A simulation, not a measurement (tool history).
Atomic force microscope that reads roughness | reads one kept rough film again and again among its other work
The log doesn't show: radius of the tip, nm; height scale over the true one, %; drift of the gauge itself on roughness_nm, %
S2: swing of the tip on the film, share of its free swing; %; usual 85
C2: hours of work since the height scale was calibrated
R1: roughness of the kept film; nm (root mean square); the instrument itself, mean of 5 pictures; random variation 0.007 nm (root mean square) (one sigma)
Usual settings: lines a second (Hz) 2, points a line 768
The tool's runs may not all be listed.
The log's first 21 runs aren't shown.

run 22 hour=1058.7 | lines_a_second_(Hz)=2 S2=85 points_a_line=546 | pictures_with_this_tip=103 C2=165 | R1=3.863
run 23 hour=1098.7 | lines_a_second_(Hz)=2 S2=60 points_a_line=548 | pictures_with_this_tip=159 C2=184 | R1=4.437
run 24 hour=1162.4 | lines_a_second_(Hz)=2 S2=60 points_a_line=548 | pictures_with_this_tip=249 C2=215 | R1=4.428
-- hour=1182.7 new tip fitted
run 25 hour=1197.7 | lines_a_second_(Hz)=2 S2=60 points_a_line=548 | pictures_with_this_tip=21 C2=232 | R1=4.427
run 26 hour=1253.3 | lines_a_second_(Hz)=2 S2=66 points_a_line=837 | pictures_with_this_tip=99 C2=259 | R1=4.337
run 27 hour=1320.5 | lines_a_second_(Hz)=1.11 S2=85 points_a_line=511 | pictures_with_this_tip=194 C2=291 | R1=4.177
-- hour=1381.8 new tip fitted
run 28 hour=1387 | lines_a_second_(Hz)=2 S2=55 points_a_line=523 | pictures_with_this_tip=7 C2=323 | R1=4.502
run 29 hour=1442 | lines_a_second_(Hz)=0.75 S2=76 points_a_line=311 | pictures_with_this_tip=85 C2=349 | R1=4.444
run 30 hour=1510.3 | lines_a_second_(Hz)=0.75 S2=76 points_a_line=311 | pictures_with_this_tip=181 C2=382 | R1=4.423
-- hour=1579.1 new tip fitted
run 31 hour=1579.1 | lines_a_second_(Hz)=0.75 S2=76 points_a_line=311 | pictures_with_this_tip=0 C2=415 | R1=4.439
run 32 hour=1630.1 | lines_a_second_(Hz)=2 S2=63 points_a_line=768 | pictures_with_this_tip=72 C2=439 | R1=4.402
run 33 hour=1683 | lines_a_second_(Hz)=2 S2=85 points_a_line=404 | pictures_with_this_tip=146 C2=465 | R1=3.844
run 34 hour=1740.9 | lines_a_second_(Hz)=2 S2=85 points_a_line=404 | pictures_with_this_tip=228 C2=493 | R1=3.867
-- hour=1777.2 new tip fitted
run 35 hour=1777.2 | lines_a_second_(Hz)=2 S2=85 points_a_line=404 | pictures_with_this_tip=0 C2=510 | R1=3.854
run 36 hour=1815.9 | lines_a_second_(Hz)=2.88 S2=72 points_a_line=908 | pictures_with_this_tip=55 C2=528 | R1=4.038
run 37 hour=1846.8 | lines_a_second_(Hz)=2 S2=57 points_a_line=768 | pictures_with_this_tip=98 C2=543 | R1=4.48
run 38 hour=1915.9 | lines_a_second_(Hz)=2.81 S2=83 points_a_line=768 | pictures_with_this_tip=195 C2=576 | R1=3.683
run 39 hour=1970.9 | lines_a_second_(Hz)=1.02 S2=85 points_a_line=299 | pictures_with_this_tip=273 C2=603 | R1=4.206
-- hour=1976.1 new tip fitted
run 40 hour=2005.3 | lines_a_second_(Hz)=1.02 S2=85 points_a_line=299 | pictures_with_this_tip=41 C2=619 | R1=4.207
run 41 hour=2076.7 | lines_a_second_(Hz)=2 S2=85 points_a_line=1014 | pictures_with_this_tip=142 C2=653 | R1=3.841

Forecast each of these 5 alternatives for the next run:
run A hour=2117.6 | lines_a_second_(Hz)=1.6 S2=85 points_a_line=690 | pictures_with_this_tip=200 C2=673 | R1=?
run B hour=2117.6 | lines_a_second_(Hz)=1.37 S2=70 points_a_line=389 | pictures_with_this_tip=200 C2=673 | R1=?
run C hour=2117.6 | lines_a_second_(Hz)=2 S2=67 points_a_line=490 | pictures_with_this_tip=200 C2=673 | R1=?
run D hour=2117.6 | lines_a_second_(Hz)=1.82 S2=74 points_a_line=1014 | pictures_with_this_tip=200 C2=673 | R1=?
run E hour=2117.6 | lines_a_second_(Hz)=2 S2=69 points_a_line=458 | pictures_with_this_tip=200 C2=673 | R1=?

run=A R1=3.99
run=B R1=4.381
run=C R1=4.316
run=D R1=4.207
run=E R1=4.277
Without the tool's hidden state the same runs would have given:
run=A R1=3.995
run=B R1=4.386
run=C R1=4.321
run=D R1=4.212
run=E R1=4.282

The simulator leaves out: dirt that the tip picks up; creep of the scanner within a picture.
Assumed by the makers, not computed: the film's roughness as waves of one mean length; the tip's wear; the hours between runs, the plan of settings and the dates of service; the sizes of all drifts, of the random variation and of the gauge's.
